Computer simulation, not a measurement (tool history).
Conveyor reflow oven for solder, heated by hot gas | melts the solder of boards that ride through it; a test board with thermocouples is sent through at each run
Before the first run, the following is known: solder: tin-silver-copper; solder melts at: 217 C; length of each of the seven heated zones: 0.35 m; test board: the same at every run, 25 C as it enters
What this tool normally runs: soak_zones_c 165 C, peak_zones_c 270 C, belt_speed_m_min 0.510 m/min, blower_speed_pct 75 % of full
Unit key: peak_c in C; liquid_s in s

run   hour  soak_zones_c  peak_zones_c  belt_speed_m_min  blower_speed_pct  peak_c  liquid_s
  1    0.0           165           270             0.510                75   254.4      60.3
  2    7.9           165           270             0.510                75   254.3      60.2
  3   12.8           165           270             0.510                75   254.9      59.9
  4   21.9           165           270             0.510                75   254.1      60.5
  5   26.0           165           270             0.515                75   254.0      58.9
  6   35.0           165           270             0.515                75   254.1      59.3
  7   41.7           165           270             0.515                75   253.8      59.3
  8   51.1           153           270             0.510                75   252.1      54.8
  9   58.9           153           270             0.510                75   252.6      54.5
 10   67.6           153           270             0.510                75   252.0      54.9
      73.3  -- flux residue cleaned out of gas plates and filters
 11   81.7           165           285             0.510                75   266.6      68.2
 12   87.2           165           270             0.510                75   253.4      58.9
 13   93.8           165           270             0.510                75   252.7      59.1
 14   99.5           157           270             0.510                75   251.5      55.4
     110.1  -- flux residue cleaned out of gas plates and filters, once more
 15  110.1           157           270             0.510                75   254.8      58.5
 16  118.6           157           270             0.510                75   254.7      58.8
 17  124.6           157           270             0.510                75   254.9      58.4
 18  129.7           166           273             0.605                82   253.3      50.0
 19  137.9           165           260             0.474                50   244.9      56.7
 20  147.4           165           260             0.474                50   245.5      56.9
 21  153.9           162           260             0.474                50   244.1      55.3
 22  159.6           165           270             0.467                58   256.3      67.5
 23  165.6           165           270             0.412                75   261.9      83.5
 24  171.3           173           260             0.483                67   249.1      62.8
 25  176.9           173           260             0.483                67   248.4      62.8
 26  180.8           174           272             0.510                75   259.2      67.1
 27  186.5           167           273             0.510                81   259.5      65.7
 28  193.7           167           273             0.510                81   259.9      65.3
 29  199.1           176           261             0.451                75   252.8      73.3
 30  205.9           165           278             0.510                77   263.6      66.8
 31  211.4           165           277             0.510                64   260.9      64.8
 32  218.3           154           277             0.561                64   254.1      51.1

Subtracting, for every run, the result it would have given without the tool's unlogged condition from the measured result gives the following. The same run-to-run variation enters both numbers; the gauge's scatter may not:
The tool's hidden condition here consists of: heat that the gas passes to the board, % of a clean oven's; belt's true speed, % of the reading; true gas temperature in zones 6 and 7 over the reading, C; drift of the gauge itself on peak_c, C; drift of the gauge itself on liquid_s, %.
run  peak_c  liquid_s
  1    -0.9      -1.0
  2    -0.9      -1.0
  3    -0.9      -1.1
  4    -0.9      -1.0
  5    -1.0      -1.1
  6    -1.0      -1.1
  7    -1.1      -1.2
  8    -1.3      -1.5
  9    -1.3      -1.5
 10    -1.3      -1.5
 11    -2.4      -1.5
 12    -2.2      -2.4
 13    -2.2      -2.4
 14    -2.5      -2.8
 15    +0.9      +0.7
 16    +0.9      +0.8
 17    +0.9      +0.7
 18    +0.8      +0.7
 19    +0.9      +0.9
 20    +0.9      +1.0
 21    +0.8      +1.0
 22    +0.9      +0.8
 23    +0.9      +0.7
 24    +0.8      +0.8
 25    +0.8      +0.7
 26    +0.7      +0.6
 27    +0.7      +0.5
 28    +0.6      +0.5
 29    +0.8      +0.6
 30    +0.7      +0.5
 31    +0.7      +0.6
 32    +0.5      +0.4
